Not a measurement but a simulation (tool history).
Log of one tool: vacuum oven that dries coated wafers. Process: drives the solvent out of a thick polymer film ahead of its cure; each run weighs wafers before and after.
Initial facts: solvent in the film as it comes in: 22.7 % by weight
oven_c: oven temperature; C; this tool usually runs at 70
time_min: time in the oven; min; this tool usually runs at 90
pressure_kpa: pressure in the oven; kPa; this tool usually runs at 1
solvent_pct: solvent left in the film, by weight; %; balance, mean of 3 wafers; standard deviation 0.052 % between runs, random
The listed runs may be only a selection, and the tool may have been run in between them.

run	day	oven_c	time_min	pressure_kpa	solvent_pct
1	0	70	90	1	4.84
2	0.492	70	135	1	3.02
3	1.608	65	90	1	6.89
4	2.796	65	90	1	7.01
5	3.383	65	90	1	7
# day 3.496: vacuum gauge cleaned of residue and calibrated
6	4.079	65	90	1	6.98
7	5.158	70	105	1	4.15
8	6.312	70	90	1	4.95
9	6.871	70	90	2.88	7.19
# day 6.992: vacuum gauge cleaned of residue and calibrated, once more
10	7.6	70	90	2.88	6.88
11	8.221	60	90	2.76	11.61
12	9.283	60	90	2.76	11.45
13	10.179	60	81	1.68	10.52
14	10.821	60	81	1.68	10.49
# day 11.779: oven's thermocouples calibrated
15	12.071	57	90	1.11	10.64

Run 16 is up next; what results do you expect?
16	13.179	57	90	1.11	?

{"run 16": {"solvent_pct": 10.83}}
On a tool with no hidden condition, and with the same random variation, this run would have come out at solvent_pct 11 %.
